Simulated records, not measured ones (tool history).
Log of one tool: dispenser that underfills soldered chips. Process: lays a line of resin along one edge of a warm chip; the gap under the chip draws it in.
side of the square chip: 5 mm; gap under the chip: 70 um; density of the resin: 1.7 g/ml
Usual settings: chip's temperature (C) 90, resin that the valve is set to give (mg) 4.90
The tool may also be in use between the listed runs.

| run | hour | chip's temperature (C) | resin that the valve is set to give (mg) | time until the resin shows at the far edge (s) | resin that the valve gave (mg) |
|---|---|---|---|---|---|
| 1 | 0.0 | 90 | 4.90 | 32.9 | 4.79 |
| 2 | 6.7 | 90 | 4.90 | 31.5 | 4.78 |
| 3 | 13.7 | 90 | 4.90 | 30.7 | 4.72 |
| 4 | 18.5 | 90 | 4.90 | 34.3 | 4.72 |
| 5 | 23.6 | 90 | 4.90 | 30.8 | 4.73 |
| 6 | 29.5 | 90 | 4.90 | 37.2 | 4.70 |
| 7 | 36.5 | 90 | 4.90 | 35.0 | 4.70 |
| 8 | 39.5 | 90 | 4.90 | 36.3 | 4.64 |
| 9 | 45.7 | 98 | 4.90 | 25.6 | 4.68 |
| 10 | 50.3 | 98 | 4.90 | 22.7 | 4.62 |
| 11 | 53.1 | 81 | 4.90 | 46.8 | 4.63 |
| 12 | 59.9 | 95 | 4.90 | 24.6 | 4.63 |
| 13 | 63.8 | 95 | 4.90 | 27.6 | 4.63 |
| 14 | 69.4 | 95 | 4.90 | 24.7 | 4.59 |
| 15 | 75.2 | 95 | 4.90 | 30.3 | 4.58 |
| 16 | 82.1 | 95 | 4.90 | 27.9 | 4.56 |
| 17 | 89.3 | 95 | 4.90 | 26.5 | 4.54 |
| 18 | 94.2 | 95 | 4.90 | 31.3 | 4.55 |
| 19 | 101.7 | 95 | 4.90 | 28.0 | 4.90 |
| 20 | 108.6 | 94 | 4.37 | 28.1 | 4.35 |
| 21 | 114.2 | 94 | 4.37 | 32.6 | 4.33 |
| 22 | 117.7 | 94 | 4.37 | 28.2 | 4.34 |
| 23 | 121.1 | 102 | 4.37 | 23.0 | 4.35 |
| 24 | 126.6 | 102 | 6.15 | 20.8 | 6.07 |
| 25 | 132.0 | 96 | 5.51 | 30.1 | 5.40 |
| 26 | 136.1 | 96 | 5.51 | 25.6 | 5.36 |
| 27 | 142.5 | 96 | 5.51 | 23.6 | 5.41 |
| 28 | 145.7 | 87 | 5.70 | 35.8 | 5.55 |
| 29 | 152.1 | 101 | 6.18 | 19.7 | 6.01 |
| 30 | 157.3 | 83 | 5.10 | 46.1 | 4.92 |
| 31 | 160.8 | 97 | 4.62 | 23.1 | 4.44 |
| 32 | 164.0 | 105 | 4.82 | 18.5 | 4.63 |
| 33 | 169.1 | 105 | 4.82 | 22.1 | 4.63 |
| 34 | 176.4 | 105 | 4.82 | 20.3 | 4.58 |
| 35 | 179.8 | 105 | 4.82 | 17.8 | 4.61 |

Taken out of this log: 21 entries between the listed runs. Where each belongs, and how the hidden state differs across it:
Between runs 1 and 2: new syringe of resin (hour 3.3)
  resin's viscosity, % of fresh resin's: 116.1 -> 107.7; dose that the valve gives, % of what is set: 97.69 -> 97.33; true chip temperature over the reading, C: -0.85 -> -0.87
  measured less the result without the state, time until the resin shows at the far edge (s): +5.6 -> +3.3; resin that the valve gave (mg): -0.11 -> -0.13
Between runs 2 and 3: new syringe of resin (hour 12.4)
  resin's viscosity, % of fresh resin's: 107.7 -> 103.5; dose that the valve gives, % of what is set: 97.33 -> 96.91; true chip temperature over the reading, C: -0.87 -> -0.89
  measured less the result without the state, time until the resin shows at the far edge (s): +3.3 -> +2.1; resin that the valve gave (mg): -0.13 -> -0.15
Between runs 4 and 5: new syringe of resin (hour 21.6)
  resin's viscosity, % of fresh resin's: 118.3 -> 106.4; dose that the valve gives, % of what is set: 96.62 -> 96.33; true chip temperature over the reading, C: -0.91 -> -0.93
  measured less the result without the state, time until the resin shows at the far edge (s): +6.5 -> +3.0; resin that the valve gave (mg): -0.17 -> -0.18
Between runs 6 and 7: new syringe of resin (hour 30.9)
  resin's viscosity, % of fresh resin's: 125.4 -> 117.1; dose that the valve gives, % of what is set: 95.98 -> 95.58; true chip temperature over the reading, C: -0.95 -> -0.97
  measured less the result without the state, time until the resin shows at the far edge (s): +8.6 -> +6.4; resin that the valve gave (mg): -0.19 -> -0.21
Between runs 8 and 9: new syringe of resin (hour 40.4)
  resin's viscosity, % of fresh resin's: 127.4 -> 116.3; dose that the valve gives, % of what is set: 95.41 -> 95.04; true chip temperature over the reading, C: -0.98 -> -1.01
  measured less the result without the state, time until the resin shows at the far edge (s): +9.0 -> +4.6; resin that the valve gave (mg): -0.23 -> -0.24
Between runs 9 and 10: new syringe of resin (hour 49.6)
  resin's viscosity, % of fresh resin's: 116.3 -> 101.9; dose that the valve gives, % of what is set: 95.04 -> 94.83; true chip temperature over the reading, C: -1.01 -> -1.02
  measured less the result without the state, time until the resin shows at the far edge (s): +4.6 -> +1.3; resin that the valve gave (mg): -0.24 -> -0.25
Between runs 11 and 12: new syringe of resin (hour 58.8)
  resin's viscosity, % of fresh resin's: 110.2 -> 102; dose that the valve gives, % of what is set: 94.67 -> 94.27; true chip temperature over the reading, C: -1.03 -> -1.05
  measured less the result without the state, time until the resin shows at the far edge (s): +6.4 -> +1.6; resin that the valve gave (mg): -0.26 -> -0.29
Between runs 13 and 14: new syringe of resin (hour 67.9)
  resin's viscosity, % of fresh resin's: 113.8 -> 103.1; dose that the valve gives, % of what is set: 94.04 -> 93.75; true chip temperature over the reading, C: -1.07 -> -1.09
  measured less the result without the state, time until the resin shows at the far edge (s): +4.5 -> +1.9; resin that the valve gave (mg): -0.29 -> -0.31
Between runs 15 and 16: new syringe of resin (hour 77.1)
  resin's viscosity, % of fresh resin's: 121.3 -> 116.3; dose that the valve gives, % of what is set: 93.42 -> 93.04; true chip temperature over the reading, C: -1.11 -> -1.13
  measured less the result without the state, time until the resin shows at the far edge (s): +6.4 -> +5.1; resin that the valve gave (mg): -0.32 -> -0.34
Between runs 16 and 17: new syringe of resin (hour 86.4)
  resin's viscosity, % of fresh resin's: 116.3 -> 110; dose that the valve gives, % of what is set: 93.04 -> 92.64; true chip temperature over the reading, C: -1.13 -> -1.15
  measured less the result without the state, time until the resin shows at the far edge (s): +5.1 -> +3.6; resin that the valve gave (mg): -0.34 -> -0.36
Between runs 18 and 19: new syringe of resin (hour 95.6); dispensing valve cleaned and set on the balance (hour 97.6)
  resin's viscosity, % of fresh resin's: 126.2 -> 115.4; dose that the valve gives, % of what is set: 92.36 -> 100.08; true chip temperature over the reading, C: -1.17 -> -1.19
  measured less the result without the state, time until the resin shows at the far edge (s): +7.7 -> +4.8; resin that the valve gave (mg): -0.37 -> +0.01
Between runs 19 and 20: new syringe of resin (hour 105.9)
  resin's viscosity, % of fresh resin's: 115.4 -> 109.1; dose that the valve gives, % of what is set: 100.08 -> 99.71; true chip temperature over the reading, C: -1.19 -> -1.21
  measured less the result without the state, time until the resin shows at the far edge (s): +4.8 -> +3.5; resin that the valve gave (mg): +0.01 -> -0.01
Between runs 21 and 22: new syringe of resin (hour 115.1)
  resin's viscosity, % of fresh resin's: 127.9 -> 108.1; dose that the valve gives, % of what is set: 99.33 -> 99.14; true chip temperature over the reading, C: -1.24 -> -1.25
  measured less the result without the state, time until the resin shows at the far edge (s): +8.4 -> +3.4; resin that the valve gave (mg): -0.03 -> -0.04
Between runs 23 and 24: new syringe of resin (hour 124.1)
  resin's viscosity, % of fresh resin's: 119 -> 109.2; dose that the valve gives, % of what is set: 98.92 -> 98.59; true chip temperature over the reading, C: -1.26 -> -1.28
  measured less the result without the state, time until the resin shows at the far edge (s): +4.6 -> +2.6; resin that the valve gave (mg): -0.04 -> -0.09
Between runs 25 and 26: new syringe of resin (hour 133.5)
  resin's viscosity, % of fresh resin's: 127.2 -> 108.3; dose that the valve gives, % of what is set: 98.26 -> 98.02; true chip temperature over the reading, C: -1.3 -> -1.31
  measured less the result without the state, time until the resin shows at the far edge (s): +7.5 -> +3.1; resin that the valve gave (mg): -0.10 -> -0.11
Between runs 26 and 27: new syringe of resin (hour 142.5)
  resin's viscosity, % of fresh resin's: 108.3 -> 100.1; dose that the valve gives, % of what is set: 98.02 -> 97.66; true chip temperature over the reading, C: -1.31 -> -1.33
  measured less the result without the state, time until the resin shows at the far edge (s): +3.1 -> +1.2; resin that the valve gave (mg): -0.11 -> -0.13
Between runs 28 and 29: new syringe of resin (hour 151.8)
  resin's viscosity, % of fresh resin's: 109.5 -> 101; dose that the valve gives, % of what is set: 97.47 -> 97.09; true chip temperature over the reading, C: -1.35 -> -1.37
  measured less the result without the state, time until the resin shows at the far edge (s): +4.8 -> +1.2; resin that the valve gave (mg): -0.14 -> -0.18
Between runs 30 and 31: new syringe of resin (hour 160.8)
  resin's viscosity, % of fresh resin's: 116.7 -> 99; dose that the valve gives, % of what is set: 96.76 -> 96.57; true chip temperature over the reading, C: -1.39 -> -1.4
  measured less the result without the state, time until the resin shows at the far edge (s): +8.8 -> +1.1; resin that the valve gave (mg): -0.17 -> -0.16
Between runs 33 and 34: new syringe of resin (hour 169.9)
  resin's viscosity, % of fresh resin's: 124.9 -> 120.2; dose that the valve gives, % of what is set: 96.05 -> 95.64; true chip temperature over the reading, C: -1.43 -> -1.45
  measured less the result without the state, time until the resin shows at the far edge (s): +5.3 -> +4.4; resin that the valve gave (mg): -0.19 -> -0.21
Between runs 34 and 35: new syringe of resin (hour 179.0)
  resin's viscosity, % of fresh resin's: 120.2 -> 100.8; dose that the valve gives, % of what is set: 95.64 -> 95.46; true chip temperature over the reading, C: -1.45 -> -1.47
  measured less the result without the state, time until the resin shows at the far edge (s): +4.4 -> +1.1; resin that the valve gave (mg): -0.21 -> -0.22

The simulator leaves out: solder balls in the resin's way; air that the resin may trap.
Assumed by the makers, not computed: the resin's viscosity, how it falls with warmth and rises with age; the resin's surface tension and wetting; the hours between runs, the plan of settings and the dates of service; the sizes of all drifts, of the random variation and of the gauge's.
